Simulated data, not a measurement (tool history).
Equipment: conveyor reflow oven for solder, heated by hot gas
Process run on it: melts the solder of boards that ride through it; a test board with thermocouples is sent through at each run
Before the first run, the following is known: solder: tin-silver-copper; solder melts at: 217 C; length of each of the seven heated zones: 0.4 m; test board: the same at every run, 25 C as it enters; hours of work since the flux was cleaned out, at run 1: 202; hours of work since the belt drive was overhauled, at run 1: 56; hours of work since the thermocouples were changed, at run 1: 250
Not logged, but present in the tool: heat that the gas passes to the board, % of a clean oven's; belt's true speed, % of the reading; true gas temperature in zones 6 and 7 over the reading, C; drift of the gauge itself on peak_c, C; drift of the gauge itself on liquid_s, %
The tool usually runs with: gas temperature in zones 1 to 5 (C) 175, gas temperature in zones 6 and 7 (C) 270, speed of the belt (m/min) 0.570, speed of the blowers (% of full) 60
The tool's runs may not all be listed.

run     day  gas temperature in zones 1 to 5 (C)  gas temperature in zones 6 and 7 (C)  speed of the belt (m/min)  speed of the blowers (% of full)  hours of work since the flux was cleaned out  hours of work since the belt drive was overhauled  hours of work since the thermocouples were changed  highest temperature of the board (C)  time above the solder's melting point (s)
  1   0.000                                  175                                   270                      0.570                                60                                           202                                                 56                                                 250                                 250.0                                       59.9
  2   0.383                                  175                                   270                      0.570                                60                                           206                                                 60                                                 255                                 249.1                                       59.6
  3   0.825                                  175                                   270                      0.570                                60                                           211                                                 66                                                 260                                 249.6                                       60.2
  4   1.317                                  175                                   270                      0.570                                60                                           217                                                 71                                                 265                                 249.5                                       59.4
  5   1.758                                  175                                   265                      0.570                                60                                           222                                                 76                                                 270                                 245.4                                       56.3
  6   2.117                                  175                                   270                      0.570                                60                                           226                                                 80                                                 275                                 249.4                                       59.9
  7   2.492                                  175                                   270                      0.570                                60                                           230                                                 85                                                 279                                 249.1                                       60.0
  8   3.046                                  175                                   270                      0.570                                60                                           237                                                 91                                                 285                                 249.8                                       59.8
  9   3.492                                  175                                   270                      0.570                                60                                           242                                                 96                                                 290                                 249.3                                       59.7
 10   3.896                                  175                                   270                      0.570                                60                                           246                                                101                                                 295                                 249.8                                       59.7
 11   4.321                                  175                                   278                      0.570                                60                                           251                                                106                                                 300                                 256.2                                       65.2
 12   5.038                                  175                                   265                      0.570                                60                                           259                                                114                                                 308                                 245.8                                       55.8
 13   5.379                                  175                                   265                      0.570                                60                                           263                                                118                                                 312                                 245.6                                       55.9
 14   6.088                                  175                                   270                      0.570                                60                                           272                                                126                                                 320                                 249.5                                       59.7
 15   6.558                                  175                                   270                      0.570                                60                                           277                                                131                                                 325                                 249.8                                       59.1
 16   7.112                                  175                                   280                      0.570                                80                                           283                                                138                                                 332                                 261.3                                       68.9
 17   7.817                                  175                                   280                      0.570                                80                                           291                                                146                                                 340                                 261.7                                       69.6
 18   8.346                                  175                                   280                      0.672                                69                                           297                                                152                                                 346                                 253.5                                       52.3
 19   8.800                                  177                                   280                      0.672                                57                                           303                                                157                                                 351                                 250.7                                       50.2
 20   9.217                                  166                                   270                      0.570                                60                                           307                                                162                                                 356                                 247.6                                       55.0
 21   9.746                                  166                                   270                      0.570                                60                                           314                                                168                                                 362                                 247.5                                       54.4
 22  10.300                                  175                                   279                      0.570                                60                                           320                                                174                                                 368                                 257.2                                       65.8
 23  10.650                                  177                                   279                      0.549                                61                                           324                                                178                                                 372                                 259.2                                       70.2
 24  11.317                                  177                                   279                      0.549                                61                                           332                                                186                                                 380                                 259.1                                       71.3
 25  11.771                                  173                                   270                      0.570                                58                                           337                                                191                                                 385                                 248.9                                       57.5
 26  12.558                                  173                                   282                      0.570                                50                                           346                                                200                                                 394                                 255.6                                       64.5
 27  12.904                                  175                                   281                      0.493                                60                                           350                                                204                                                 398                                 265.0                                       82.2
 28  13.250                                  161                                   267                      0.539                                60                                           354                                                208                                                 402                                 246.2                                       55.8
 29  13.817                                  164                                   278                      0.570                                53                                           360                                                215                                                 409                                 252.2                                       57.2
 30  14.571                                  180                                   277                      0.505                                65                                           369                                                223                                                 417                                 262.5                                       80.3

Forecast each of these 4 alternatives for the next run:
  A  15.333                                  166                                   270                      0.570                                85                                           378                                                232                                                 426                                     ?                                          ?
  B  15.333                                  186                                   277                      0.638                                70                                           378                                                232                                                 426                                     ?                                          ?
  C  15.333                                  180                                   277                      0.661                                69                                           378                                                232                                                 426                                     ?                                          ?
  D  15.333                                  180                                   283                      0.621                                65                                           378                                                232                                                 426                                     ?                                          ?

run  highest temperature of the board (C)  time above the solder's melting point (s)
  A                                 252.0                                       60.3
  B                                 256.1                                       61.6
  C                                 252.3                                       54.7
  D                                 259.0                                       62.7
Stripped of hidden state, with their random variation kept, the same runs would have yielded:
run  highest temperature of the board (C)  time above the solder's melting point (s)
  A                                 252.2                                       60.5
  B                                 256.2                                       61.7
  C                                 252.5                                       54.8
  D                                 259.1                                       62.8
